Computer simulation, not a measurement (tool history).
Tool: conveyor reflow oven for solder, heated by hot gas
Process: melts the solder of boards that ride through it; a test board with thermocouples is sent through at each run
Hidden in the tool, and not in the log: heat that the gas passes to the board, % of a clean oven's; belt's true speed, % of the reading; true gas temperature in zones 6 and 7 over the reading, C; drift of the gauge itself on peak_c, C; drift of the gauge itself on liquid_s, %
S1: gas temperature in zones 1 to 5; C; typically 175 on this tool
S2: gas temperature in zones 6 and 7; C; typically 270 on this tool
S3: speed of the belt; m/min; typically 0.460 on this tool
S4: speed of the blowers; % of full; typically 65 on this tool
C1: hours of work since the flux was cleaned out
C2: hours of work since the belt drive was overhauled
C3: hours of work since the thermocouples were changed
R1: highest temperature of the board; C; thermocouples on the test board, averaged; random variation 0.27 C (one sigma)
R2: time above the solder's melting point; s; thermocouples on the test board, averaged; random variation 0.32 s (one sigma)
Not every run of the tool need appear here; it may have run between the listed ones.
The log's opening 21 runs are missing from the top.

{"hour": 161.8, "done": "belt drive overhauled, speed set with a stopwatch"}
{"run": 22, "hour": 165.4, "S1": 177, "S2": 260, "S3": 0.539, "S4": 65, "C1": 74, "C2": 3, "C3": 580, "R1": 245.0, "R2": 45.9}
{"run": 23, "hour": 173.2, "S1": 165, "S2": 270, "S3": 0.46, "S4": 65, "C1": 80, "C2": 9, "C3": 586, "R1": 256.8, "R2": 60.4}
{"run": 24, "hour": 178.0, "S1": 165, "S2": 270, "S3": 0.46, "S4": 65, "C1": 84, "C2": 12, "C3": 589, "R1": 256.5, "R2": 59.6}
{"run": 25, "hour": 182.8, "S1": 175, "S2": 270, "S3": 0.499, "S4": 65, "C1": 87, "C2": 16, "C3": 593, "R1": 256.1, "R2": 57.6}
{"run": 26, "hour": 187.6, "S1": 160, "S2": 270, "S3": 0.46, "S4": 65, "C1": 91, "C2": 20, "C3": 596, "R1": 256.1, "R2": 58.7}
{"run": 27, "hour": 193.9, "S1": 160, "S2": 270, "S3": 0.46, "S4": 65, "C1": 96, "C2": 24, "C3": 601, "R1": 256.0, "R2": 58.0}
{"run": 28, "hour": 198.6, "S1": 178, "S2": 279, "S3": 0.46, "S4": 65, "C1": 99, "C2": 28, "C3": 605, "R1": 266.7, "R2": 69.7}
{"run": 29, "hour": 204.1, "S1": 178, "S2": 258, "S3": 0.445, "S4": 65, "C1": 103, "C2": 32, "C3": 609, "R1": 249.0, "R2": 61.3}
{"hour": 210.4, "done": "belt drive overhauled, speed set with a stopwatch, once more"}
{"run": 30, "hour": 213.0, "S1": 178, "S2": 258, "S3": 0.445, "S4": 65, "C1": 107, "C2": 2, "C3": 613, "R1": 248.2, "R2": 60.5}

Branching from run 30: 5 alternative next runs. What would each branch give?
{"run": "A", "hour": 219.4, "S1": 178, "S2": 258, "S3": 0.445, "S4": 70, "C1": 112, "C2": 7, "C3": 618, "R1": "?", "R2": "?"}
{"run": "B", "hour": 219.4, "S1": 175, "S2": 281, "S3": 0.402, "S4": 63, "C1": 112, "C2": 7, "C3": 618, "R1": "?", "R2": "?"}
{"run": "C", "hour": 219.4, "S1": 160, "S2": 270, "S3": 0.53, "S4": 84, "C1": 112, "C2": 7, "C3": 618, "R1": "?", "R2": "?"}
{"run": "D", "hour": 219.4, "S1": 175, "S2": 259, "S3": 0.494, "S4": 68, "C1": 112, "C2": 7, "C3": 618, "R1": "?", "R2": "?"}
{"run": "E", "hour": 219.4, "S1": 189, "S2": 258, "S3": 0.512, "S4": 65, "C1": 112, "C2": 7, "C3": 618, "R1": "?", "R2": "?"}

run=A R1=249.6 R2=61.3
run=B R1=270.4 R2=80.7
run=C R1=255.4 R2=49.8
run=D R1=246.5 R2=51.4
run=E R1=246.8 R2=54.6
With the hidden condition removed and each run's random variation left untouched, the same runs would have given:
run=A R1=248.8 R2=61.0
run=B R1=269.5 R2=80.3
run=C R1=254.9 R2=49.7
run=D R1=245.8 R2=51.1
run=E R1=246.1 R2=54.2
